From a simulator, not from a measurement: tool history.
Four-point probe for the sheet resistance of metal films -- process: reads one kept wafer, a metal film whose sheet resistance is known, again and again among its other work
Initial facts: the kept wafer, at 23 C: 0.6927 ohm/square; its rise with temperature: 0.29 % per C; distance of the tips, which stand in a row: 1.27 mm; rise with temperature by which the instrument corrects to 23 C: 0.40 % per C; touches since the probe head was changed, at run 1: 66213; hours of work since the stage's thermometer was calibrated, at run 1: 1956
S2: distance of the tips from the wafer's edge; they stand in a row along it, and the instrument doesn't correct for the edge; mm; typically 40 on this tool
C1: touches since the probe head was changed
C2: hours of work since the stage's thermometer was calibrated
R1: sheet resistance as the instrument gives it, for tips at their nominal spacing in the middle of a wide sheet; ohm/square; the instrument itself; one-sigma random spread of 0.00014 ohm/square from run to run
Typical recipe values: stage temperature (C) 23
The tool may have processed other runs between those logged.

{"run": 1, "hour": 0.0, "stage temperature (C)": 23, "S2": 40, "C1": 66213, "C2": 1956, "R1": 0.69701}
{"run": 2, "hour": 44.8, "stage temperature (C)": 23, "S2": 10, "C1": 67299, "C2": 1979, "R1": 0.702765}
{"run": 3, "hour": 85.9, "stage temperature (C)": 23, "S2": 10, "C1": 68293, "C2": 2000, "R1": 0.702627}
{"run": 4, "hour": 140.3, "stage temperature (C)": 23, "S2": 40, "C1": 69610, "C2": 2028, "R1": 0.697291}
{"run": 5, "hour": 204.2, "stage temperature (C)": 23, "S2": 40, "C1": 71158, "C2": 2061, "R1": 0.697216}
{"run": 6, "hour": 232.8, "stage temperature (C)": 23, "S2": 40, "C1": 71852, "C2": 2075, "R1": 0.697107}
{"run": 7, "hour": 265.8, "stage temperature (C)": 23, "S2": 40, "C1": 72650, "C2": 2092, "R1": 0.697384}
{"run": 8, "hour": 305.4, "stage temperature (C)": 23, "S2": 40, "C1": 73610, "C2": 2113, "R1": 0.69704}
{"run": 9, "hour": 348.5, "stage temperature (C)": 23, "S2": 40, "C1": 74652, "C2": 2135, "R1": 0.697264}
{"run": 10, "hour": 376.1, "stage temperature (C)": 23, "S2": 5, "C1": 75321, "C2": 2149, "R1": 0.720357}
{"run": 11, "hour": 416.0, "stage temperature (C)": 23, "S2": 29, "C1": 76286, "C2": 2169, "R1": 0.697998}
{"run": 12, "hour": 483.6, "stage temperature (C)": 23, "S2": 57, "C1": 77923, "C2": 2204, "R1": 0.697417}
{"run": 13, "hour": 536.1, "stage temperature (C)": 23, "S2": 4, "C1": 79196, "C2": 2231, "R1": 0.732762}
{"run": 14, "hour": 585.0, "stage temperature (C)": 23, "S2": 40, "C1": 80380, "C2": 2256, "R1": 0.697257}
{"run": 15, "hour": 614.4, "stage temperature (C)": 23, "S2": 40, "C1": 81093, "C2": 2271, "R1": 0.69735}
{"run": 16, "hour": 661.8, "stage temperature (C)": 23, "S2": 40, "C1": 82241, "C2": 2295, "R1": 0.697512}
{"run": 17, "hour": 709.7, "stage temperature (C)": 23, "S2": 40, "C1": 83400, "C2": 2319, "R1": 0.697741}
{"run": 18, "hour": 738.4, "stage temperature (C)": 23, "S2": 40, "C1": 84095, "C2": 2334, "R1": 0.697555}
{"run": 19, "hour": 800.5, "stage temperature (C)": 23, "S2": 40, "C1": 85600, "C2": 2366, "R1": 0.697569}
{"run": 20, "hour": 862.0, "stage temperature (C)": 31, "S2": 40, "C1": 87089, "C2": 2397, "R1": 0.691223}
{"hour": 865.7, "done": "stage's thermometer calibrated"}
{"run": 21, "hour": 906.7, "stage temperature (C)": 34, "S2": 40, "C1": 88159, "C2": 21, "R1": 0.689928}

Run 22 comes next. What will it give?
{"run": 22, "hour": 937.3, "stage temperature (C)": 34, "S2": 40, "C1": 88900, "C2": 37, "R1": "?"}

R1: 0.689912 ohm/square
The same run, on a tool lacking any hidden state, would have yielded R1 0.684518 ohm/square.

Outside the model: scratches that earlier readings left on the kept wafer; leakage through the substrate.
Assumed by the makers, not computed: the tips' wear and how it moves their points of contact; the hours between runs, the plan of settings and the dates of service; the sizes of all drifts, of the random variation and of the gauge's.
